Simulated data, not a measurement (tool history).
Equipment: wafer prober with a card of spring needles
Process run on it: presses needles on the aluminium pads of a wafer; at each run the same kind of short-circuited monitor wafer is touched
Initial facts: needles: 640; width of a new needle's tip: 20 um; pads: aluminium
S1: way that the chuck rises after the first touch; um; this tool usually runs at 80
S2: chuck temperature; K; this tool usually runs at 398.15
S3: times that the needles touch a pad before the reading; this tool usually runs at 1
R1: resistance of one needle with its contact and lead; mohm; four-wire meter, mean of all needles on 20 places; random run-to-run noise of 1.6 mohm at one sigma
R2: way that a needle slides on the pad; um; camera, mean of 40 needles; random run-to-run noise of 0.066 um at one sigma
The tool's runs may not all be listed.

Run 1, day 0.000: usual settings. Result: R1 160 mohm, R2 22.13 um.
At day 0.225: tips cleaned on abrasive film.
At day 0.571: tips cleaned on abrasive film.
At day 0.896: tips cleaned on abrasive film.
At day 1.233: tips cleaned on abrasive film.
Run 2, day 1.258: usual settings. Result: R1 159 mohm, R2 22.26 um.
At day 1.533: tips cleaned on abrasive film.
At day 1.896: tips cleaned on abrasive film.
Run 3, day 2.146: usual settings but S2 354.15 K. Result: R1 152 mohm, R2 22.17 um.
At day 2.208: tips cleaned on abrasive film.
At day 2.558: tips cleaned on abrasive film.
At day 2.921: tips cleaned on abrasive film.
Run 4, day 3.112: usual settings. Result: R1 163 mohm, R2 22.17 um.
At day 3.262: tips cleaned on abrasive film.
At day 3.612: tips cleaned on abrasive film.
Run 5, day 3.679: usual settings. Result: R1 158 mohm, R2 22.05 um.
At day 3.838: height of the first contact set anew.
At day 3.967: tips cleaned on abrasive film.
At day 4.329: tips cleaned on abrasive film.
Run 6, day 4.371: usual settings. Result: R1 161 mohm, R2 22.13 um.
At day 4.650: tips cleaned on abrasive film.
Run 7, day 4.879: usual settings. Result: R1 159 mohm, R2 22.13 um.
At day 4.954: tips cleaned on abrasive film.
At day 5.312: tips cleaned on abrasive film.
At day 5.638: tips cleaned on abrasive film.
Run 8, day 5.638: usual settings but S2 322.15 K. Result: R1 146 mohm, R2 22.24 um.
At day 5.996: tips cleaned on abrasive film.
At day 6.354: tips cleaned on abrasive film.
At day 6.683: tips cleaned on abrasive film.
Run 9, day 6.775: usual settings but S2 369.15 K. Result: R1 155 mohm, R2 22.07 um.
At day 6.979: tips cleaned on abrasive film.
At day 7.321: tips cleaned on abrasive film.
Run 10, day 7.546: usual settings. Result: R1 160 mohm, R2 22.13 um.
At day 7.683: tips cleaned on abrasive film.
At day 8.021: tips cleaned on abrasive film.
Run 11, day 8.133: usual settings. Result: R1 160 mohm, R2 22.12 um.
At day 8.354: tips cleaned on abrasive film.
At day 8.717: tips cleaned on abrasive film.
Run 12, day 8.896: usual settings. Result: R1 158 mohm, R2 22.07 um.
At day 9.046: tips cleaned on abrasive film.
At day 9.417: tips cleaned on abrasive film.
Run 13, day 9.521: usual settings. Result: R1 158 mohm, R2 22.11 um.
At day 9.742: tips cleaned on abrasive film.
At day 10.071: tips cleaned on abrasive film.
At day 10.438: tips cleaned on abrasive film.
At day 10.779: tips cleaned on abrasive film.
Run 14, day 10.779: usual settings. Result: R1 157 mohm, R2 22.00 um.
At day 11.129: tips cleaned on abrasive film.
At day 11.475: tips cleaned on abrasive film.
Run 15, day 11.625: usual settings but S1 78 um, S3 2. Result: R1 160 mohm, R2 21.49 um.
At day 11.829: tips cleaned on abrasive film.
At day 12.175: tips cleaned on abrasive film.
Run 16, day 12.354: usual settings but S1 68 um, S2 372.15 K, S3 2. Result: R1 154 mohm, R2 18.74 um.
At day 12.504: tips cleaned on abrasive film.
At day 12.875: tips cleaned on abrasive film.
At day 13.171: tips cleaned on abrasive film.
Run 17, day 13.204: usual settings but S1 68 um, S2 372.15 K, S3 2. Result: R1 156 mohm, R2 18.71 um.
At day 13.496: tips cleaned on abrasive film.
Run 18, day 13.729: usual settings but S1 68 um, S2 372.15 K, S3 2. Result: R1 155 mohm, R2 18.76 um.
At day 13.804: tips cleaned on abrasive film.
At day 14.154: tips cleaned on abrasive film.
At day 14.488: tips cleaned on abrasive film.
Run 19, day 14.721: usual settings but S1 68 um, S2 372.15 K, S3 2. Result: R1 155 mohm, R2 18.65 um.
At day 14.800: tips cleaned on abrasive film.
At day 15.117: tips cleaned on abrasive film.
At day 15.417: tips cleaned on abrasive film.
Run 20, day 15.417: usual settings but S1 79 um, S2 306.15 K. Result: R1 145 mohm, R2 21.74 um.
At day 15.783: tips cleaned on abrasive film.
At day 16.129: tips cleaned on abrasive film.
At day 16.500: tips cleaned on abrasive film.
Run 21, day 16.542: usual settings but S1 72 um, S2 355.15 K. Result: R1 152 mohm, R2 19.83 um.
At day 16.812: tips cleaned on abrasive film.
At day 17.175: tips cleaned on abrasive film.
At day 17.525: tips cleaned on abrasive film.
Run 22, day 17.750: usual settings but S1 72 um, S2 371.15 K. Result: R1 157 mohm, R2 19.68 um.
At day 17.888: tips cleaned on abrasive film.
At day 18.183: tips cleaned on abrasive film.
At day 18.475: height of the first contact set anew.
At day 18.550: tips cleaned on abrasive film.
Run 23, day 18.767: usual settings but S1 72 um, S2 371.15 K. Result: R1 155 mohm, R2 19.78 um.
At day 18.900: tips cleaned on abrasive film.
At day 19.242: tips cleaned on abrasive film.
At day 19.592: tips cleaned on abrasive film.
Run 24, day 19.871: usual settings but S1 72 um, S2 371.15 K. Result: R1 156 mohm, R2 19.85 um.
At day 19.950: tips cleaned on abrasive film.
At day 20.308: tips cleaned on abrasive film.
At day 20.679: tips cleaned on abrasive film.
Run 25, day 20.708: usual settings but S1 78 um, S2 368.15 K, S3 2. Result: R1 152 mohm, R2 21.36 um.
At day 20.996: tips cleaned on abrasive film.
Run 26, day 21.225: usual settings but S1 78 um, S2 368.15 K, S3 2. Result: R1 156 mohm, R2 21.20 um.
At day 21.300: tips cleaned on abrasive film.
At day 21.638: tips cleaned on abrasive film.
At day 21.975: tips cleaned on abrasive film.
Run 27, day 22.021: usual settings but S1 78 um, S2 356.15 K, S3 2. Result: R1 153 mohm, R2 21.35 um.
At day 22.325: tips cleaned on abrasive film.
At day 22.679: tips cleaned on abrasive film.
At day 22.975: tips cleaned on abrasive film.
Run 28, day 23.262: usual settings but S1 67 um, S2 322.15 K, S3 2. Result: R1 148 mohm, R2 18.29 um.

Here are 3 independent what-if runs from the current tool condition. What would each one return?
At day 23.342: tips cleaned on abrasive film.
At day 23.688: tips cleaned on abrasive film.
At day 24.054: tips cleaned on abrasive film.
At day 24.350: tips cleaned on abrasive film.
Run A, day 24.375: usual settings but S1 78 um, S2 330.15 K. Result: R1 ?, R2 ?.
At day 23.342: tips cleaned on abrasive film.
At day 23.688: tips cleaned on abrasive film.
At day 24.054: tips cleaned on abrasive film.
At day 24.350: tips cleaned on abrasive film.
Run B, day 24.375: usual settings but S1 99 um, S2 322.15 K, S3 2. Result: R1 ?, R2 ?.
At day 23.342: tips cleaned on abrasive film.
At day 23.688: tips cleaned on abrasive film.
At day 24.054: tips cleaned on abrasive film.
At day 24.350: tips cleaned on abrasive film.
Run C, day 24.375: usual settings but S1 70 um, S2 368.15 K. Result: R1 ?, R2 ?.

run   R1     R2
  A  150  21.17
  B  145  26.98
  C  157  19.15
With no hidden state in the tool, these same runs would have given:
run   R1     R2
  A  150  21.49
  B  145  27.39
  C  157  19.45
